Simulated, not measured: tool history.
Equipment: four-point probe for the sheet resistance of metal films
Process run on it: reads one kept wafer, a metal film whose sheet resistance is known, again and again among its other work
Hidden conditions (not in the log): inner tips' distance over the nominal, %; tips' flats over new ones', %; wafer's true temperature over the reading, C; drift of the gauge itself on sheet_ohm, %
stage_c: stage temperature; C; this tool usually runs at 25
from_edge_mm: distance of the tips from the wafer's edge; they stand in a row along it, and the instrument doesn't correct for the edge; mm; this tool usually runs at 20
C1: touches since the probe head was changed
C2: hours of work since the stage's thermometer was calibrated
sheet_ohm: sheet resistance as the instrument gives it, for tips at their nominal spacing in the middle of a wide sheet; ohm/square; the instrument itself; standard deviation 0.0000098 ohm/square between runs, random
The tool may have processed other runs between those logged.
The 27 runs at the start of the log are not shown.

Run 28, hour 1578.6: usual settings but from_edge_mm 11 mm; C1 144615; C2 191. Result: sheet_ohm 0.049413 ohm/square.
Run 29, hour 1624.2: usual settings but stage_c 20 C, from_edge_mm 15 mm; C1 147616; C2 226. Result: sheet_ohm 0.049232 ohm/square.
Run 30, hour 1693.8: usual settings but stage_c 27 C, from_edge_mm 24 mm; C1 152207; C2 279. Result: sheet_ohm 0.049309 ohm/square.
Run 31, hour 1750.4: usual settings but stage_c 27 C, from_edge_mm 24 mm; C1 155936; C2 323. Result: sheet_ohm 0.049318 ohm/square.
Run 32, hour 1825.2: usual settings but stage_c 21 C, from_edge_mm 7 mm; C1 160867; C2 380. Result: sheet_ohm 0.049718 ohm/square.
Run 33, hour 1868.8: usual settings but stage_c 21 C, from_edge_mm 7 mm; C1 163745; C2 413. Result: sheet_ohm 0.049742 ohm/square.
Run 34, hour 1944.7: usual settings but stage_c 21 C, from_edge_mm 75 mm; C1 168747; C2 471. Result: sheet_ohm 0.049231 ohm/square.
Run 35, hour 1996.7: usual settings but stage_c 21 C, from_edge_mm 75 mm; C1 172172; C2 511. Result: sheet_ohm 0.049227 ohm/square.
Run 36, hour 2074.6: usual settings but stage_c 21 C, from_edge_mm 75 mm; C1 177310; C2 570. Result: sheet_ohm 0.049254 ohm/square.
Run 37, hour 2139.8: usual settings but stage_c 22 C, from_edge_mm 26 mm; C1 181604; C2 620. Result: sheet_ohm 0.049330 ohm/square.
Run 38, hour 2198.5: usual settings but stage_c 22 C, from_edge_mm 26 mm; C1 185478; C2 665. Result: sheet_ohm 0.049344 ohm/square.
Run 39, hour 2252.1: usual settings but stage_c 31 C, from_edge_mm 37 mm; C1 189010; C2 706. Result: sheet_ohm 0.049499 ohm/square.
Run 40, hour 2296.9: usual settings but stage_c 28 C, from_edge_mm 11 mm; C1 191966; C2 740. Result: sheet_ohm 0.049658 ohm/square.
Run 41, hour 2330.3: usual settings but stage_c 28 C, from_edge_mm 11 mm; C1 194168; C2 766. Result: sheet_ohm 0.049659 ohm/square.
Run 42, hour 2386.1: usual settings but stage_c 27 C, from_edge_mm 6 mm; C1 197842; C2 809. Result: sheet_ohm 0.050165 ohm/square.
Run 43, hour 2462.6: usual settings but stage_c 23 C, from_edge_mm 37 mm; C1 202886; C2 867. Result: sheet_ohm 0.049406 ohm/square.

Run 44 has not been measured yet. What should we expect?
Run 44, hour 2509.4: usual settings but stage_c 23 C, from_edge_mm 37 mm; C1 205970; C2 903. Result: sheet_ohm ?.

{"run 44": {"sheet_ohm": 0.049416}}
Take away the tool's hidden state, keep the run-to-run variation as it was, and the same run would have given sheet_ohm 0.048821 ohm/square.
